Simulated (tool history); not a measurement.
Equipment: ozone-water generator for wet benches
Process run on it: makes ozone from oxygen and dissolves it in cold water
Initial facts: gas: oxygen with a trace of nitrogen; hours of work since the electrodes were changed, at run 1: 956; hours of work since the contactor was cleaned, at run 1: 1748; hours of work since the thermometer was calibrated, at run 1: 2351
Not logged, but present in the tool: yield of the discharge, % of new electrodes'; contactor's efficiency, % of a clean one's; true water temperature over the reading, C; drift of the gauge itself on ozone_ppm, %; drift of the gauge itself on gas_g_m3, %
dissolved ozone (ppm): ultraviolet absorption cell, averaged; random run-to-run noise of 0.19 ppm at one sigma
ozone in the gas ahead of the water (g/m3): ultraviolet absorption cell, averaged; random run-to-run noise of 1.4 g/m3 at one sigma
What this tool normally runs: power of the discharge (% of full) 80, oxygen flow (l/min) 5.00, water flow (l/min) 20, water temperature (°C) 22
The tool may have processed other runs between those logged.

run     day  power of the discharge (% of full)  oxygen flow (l/min)  water flow (l/min)  water temperature (°C)  hours of work since the electrodes were changed  hours of work since the contactor was cleaned  hours of work since the thermometer was calibrated  dissolved ozone (ppm)  ozone in the gas ahead of the water (g/m3)
  1   0.000                                  80                 5.00                  20                      22                                              956                                           1748                                                2351                   26.5                                       267.1
  2   0.979                                  80                 5.00                  20                      26                                              977                                           1770                                                2373                   24.7                                       266.9
  3   2.246                                  40                 5.00                  20                      22                                             1006                                           1798                                                2401                   15.9                                       162.3
  4   3.750                                  40                 5.00                  20                      22                                             1039                                           1832                                                2435                   15.7                                       163.3
  5   4.712                                  80                 5.00                  14                      22                                             1061                                           1853                                                2456                   34.2                                       270.0
  6   6.042                                  80                 5.00                  13                      22                                             1090                                           1883                                                2486                   36.1                                       267.2
  7   7.408                                  80                 5.00                  13                      22                                             1121                                           1913                                                2516                   36.1                                       267.3
  8   8.483                                  89                 5.00                  13                      22                                             1145                                           1937                                                2540                   39.2                                       294.1
  9  10.162                                  89                 5.00                  13                      22                                             1182                                           1975                                                2578                   38.8                                       292.8
 10  11.775                                  89                 5.00                  13                      22                                             1218                                           2011                                                2614                   39.0                                       293.9
 11  13.221                                  89                 7.39                  13                      22                                             1250                                           2043                                                2646                   37.8                                       245.8
 12  14.208                                  89                 7.39                  13                      22                                             1272                                           2065                                                2668                   37.6                                       246.8
 13  15.850                                  89                 7.39                  13                      22                                             1309                                           2102                                                2704                   37.4                                       245.9
 14  17.371                                  89                 7.39                  13                      22                                             1343                                           2135                                                2738                   37.7                                       245.1
 15  18.117                                  80                 5.00                  20                      22                                             1359                                           2152                                                2755                   26.0                                       272.8
 16  18.921                                  49                 5.00                  20                      22                                             1377                                           2170                                                2773                   18.6                                       192.6
 17  19.642                                  49                 5.00                  20                      22                                             1393                                           2186                                                2789                   18.6                                       189.8
 18  20.621                                  80                 8.55                  20                      25                                             1415                                           2208                                                2811                   25.4                                       214.3
 19  22.125                                  80                 8.55                  20                      25                                             1449                                           2241                                                2844                   24.9                                       215.7
     22.800  -- gauge calibrated
 20  23.529                                  62                 5.00                  20                      18                                             1480                                           2273                                                2876                   23.1                                       222.7
 21  25.133                                  62                 2.89                  25                      16                                             1516                                           2308                                                2911                   17.3                                       287.3
 22  25.975                                  62                 2.89                  25                      16                                             1534                                           2327                                                2930                   17.2                                       288.6
 23  27.604                                  80                 5.00                  14                      22                                             1571                                           2363                                                2966                   34.1                                       271.7
 24  29.125                                  80                 5.00                  27                      22                                             1604                                           2397                                                3000                   20.0                                       270.8
 25  30.596                                  80                 5.00                  31                      25                                             1637                                           2430                                                3033                   16.9                                       272.1
 26  31.879                                  91                 4.02                  28                      21                                             1666                                           2459                                                3062                   20.9                                       328.0
 27  33.125                                  80                 8.76                  32                      17                                             1694                                           2486                                                3089                   19.8                                       208.5
 28  34.488                                  80                 8.76                  32                      17                                             1724                                           2517                                                3120                   19.9                                       210.3
 29  36.050                                  88                 3.44                  17                      21                                             1759                                           2552                                                3155                   31.2                                       346.7
 30  36.796                                  78                 5.26                  17                      15                                             1775                                           2568                                                3171                   33.1                                       260.5
 31  38.250                                  78                 6.34                  17                      24                                             1808                                           2601                                                3203                   28.4                                       240.1
 32  39.004                                  79                 8.62                  20                      22                                             1825                                           2617                                                3220                   26.1                                       211.6
 33  40.483                                  80                 5.00                  20                      23                                             1858                                           2650                                                3253                   25.9                                       273.7

Hidden condition of the tool, last listed run before each entry between runs versus first listed run after:
Runs 19 to 20: gauge calibrated (day 22.800)
  drift of the gauge itself on gas_g_m3, %: 2.68 -> 0.09
  measured less the result without the state, ozone in the gas ahead of the water (g/m3): +5.6 -> +0.1

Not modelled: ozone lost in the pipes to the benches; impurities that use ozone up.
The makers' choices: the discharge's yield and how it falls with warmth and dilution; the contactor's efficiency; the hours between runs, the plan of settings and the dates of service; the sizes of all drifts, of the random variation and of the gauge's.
